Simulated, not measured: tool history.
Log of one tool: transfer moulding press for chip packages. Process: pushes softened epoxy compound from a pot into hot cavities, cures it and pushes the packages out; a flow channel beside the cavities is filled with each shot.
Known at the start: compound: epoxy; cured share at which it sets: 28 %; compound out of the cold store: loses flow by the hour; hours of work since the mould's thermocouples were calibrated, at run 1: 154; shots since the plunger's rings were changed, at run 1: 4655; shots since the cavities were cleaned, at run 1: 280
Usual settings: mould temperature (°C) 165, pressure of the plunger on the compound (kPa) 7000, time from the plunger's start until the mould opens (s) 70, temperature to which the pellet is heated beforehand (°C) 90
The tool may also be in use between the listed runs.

run,hour,mould temperature (°C),pressure of the plunger on the compound (kPa),time from the plunger's start until the mould opens (s),temperature to which the pellet is heated beforehand (°C),hours of work since the mould's thermocouples were calibrated,shots since the plunger's rings were changed,shots since the cavities were cleaned,incoming compound's hours out of the cold store,length that the compound runs in the flow channel (mm),greatest force on the pins that push the packages out (N)
1,0.0,165,7000,70,90,154,4655,280,26.9,711,530
# hour 34.1: cavities cleaned with cleaning compound and waxed
# hour 60.8: plunger's sealing rings changed
2,70.4,165,7000,70,90,182,84,295,40.6,700,531
# hour 106.5: cavities cleaned with cleaning compound and waxed
3,116.6,165,7000,70,90,200,475,89,42.4,702,460
# hour 178.0: cavities cleaned with cleaning compound and waxed
4,186.8,165,7000,70,90,229,1074,76,16.8,746,473
5,217.3,165,7000,70,90,241,1340,342,35.4,710,542
# hour 247.0: cavities cleaned with cleaning compound and waxed
6,268.4,165,7000,70,90,262,1774,187,22.1,738,515
# hour 316.2: cavities cleaned with cleaning compound and waxed
7,333.1,165,7000,70,90,288,2325,147,44.4,688,455
# hour 383.8: cavities cleaned with cleaning compound and waxed
8,407.0,165,7000,70,90,318,2957,202,25.3,719,505
# hour 452.3: cavities cleaned with cleaning compound and waxed
9,477.6,165,7000,70,90,347,3561,221,38.0,688,534
# hour 523.0: cavities cleaned with cleaning compound and waxed
10,536.5,165,7970,70,90,370,4062,118,45.4,717,455
# hour 589.9: cavities cleaned with cleaning compound and waxed
11,589.9,173,7000,70,90,392,4515,0,47.0,657,284
# hour 620.3: mould's thermocouples calibrated
12,646.2,173,7000,70,90,11,4989,474,23.0,699,404
# hour 659.4: cavities cleaned with cleaning compound and waxed
# hour 671.3: plunger's sealing rings changed
13,707.7,173,7000,70,90,35,317,400,10.9,741,411
# hour 731.7: cavities cleaned with cleaning compound and waxed
14,762.9,173,7000,70,90,57,786,272,47.9,670,374
# hour 798.0: cavities cleaned with cleaning compound and waxed
15,807.0,163,5410,70,90,74,1158,79,26.1,647,500
16,852.0,165,7000,70,87,93,1551,472,13.7,747,585
# hour 865.2: cavities cleaned with cleaning compound and waxed
17,919.2,161,5980,70,93,120,2124,471,47.1,640,711
# hour 934.3: cavities cleaned with cleaning compound and waxed
18,964.7,173,5970,72,98,139,2509,266,26.0,643,365
# hour 1000.7: cavities cleaned with cleaning compound and waxed
19,1028.4,165,7000,69,98,164,3052,242,23.1,720,510
# hour 1071.1: cavities cleaned with cleaning compound and waxed
20,1081.8,165,7000,69,98,186,3505,94,9.6,743,455
# hour 1139.4: cavities cleaned with cleaning compound and waxed
21,1143.5,165,7000,69,98,211,4030,35,45.5,677,402
22,1197.9,162,7040,69,98,233,4506,511,46.8,672,672
# hour 1210.8: cavities cleaned with cleaning compound and waxed
23,1263.9,162,5220,101,98,260,5069,464,27.6,614,383
# hour 1272.8: plunger's sealing rings changed
# hour 1284.3: cavities cleaned with cleaning compound and waxed
24,1323.8,158,5220,101,86,283,432,345,32.1,635,417
# hour 1351.9: cavities cleaned with cleaning compound and waxed
25,1370.4,162,7000,70,80,302,825,161,9.8,773,638

Measured less the same run without the tool's hidden state. The same run-to-run variation is in both; the gauge's scatter may not be:
The hidden state here: true mould temperature over the reading, C; pressure that reaches the compound, % of what is set; grip of the stained cavities, % over clean ones'; drift of the gauge itself on flow_mm, %; drift of the gauge itself on push_out_n, %.
run,length that the compound runs in the flow channel (mm),greatest force on the pins that push the packages out (N)
1,-23,+139
2,-1,+144
3,-3,+59
4,-6,+56
5,-7,+152
6,-8,+110
7,-11,+80
8,-14,+109
9,-16,+114
10,-19,+65
11,-20,+0
12,-24,+124
13,-3,+120
14,-4,+94
15,-6,+40
16,-9,+168
17,-10,+210
18,-12,+93
19,-16,+114
20,-19,+53
21,-19,+15
22,-22,+205
23,-22,+120
24,-4,+113
25,-6,+100

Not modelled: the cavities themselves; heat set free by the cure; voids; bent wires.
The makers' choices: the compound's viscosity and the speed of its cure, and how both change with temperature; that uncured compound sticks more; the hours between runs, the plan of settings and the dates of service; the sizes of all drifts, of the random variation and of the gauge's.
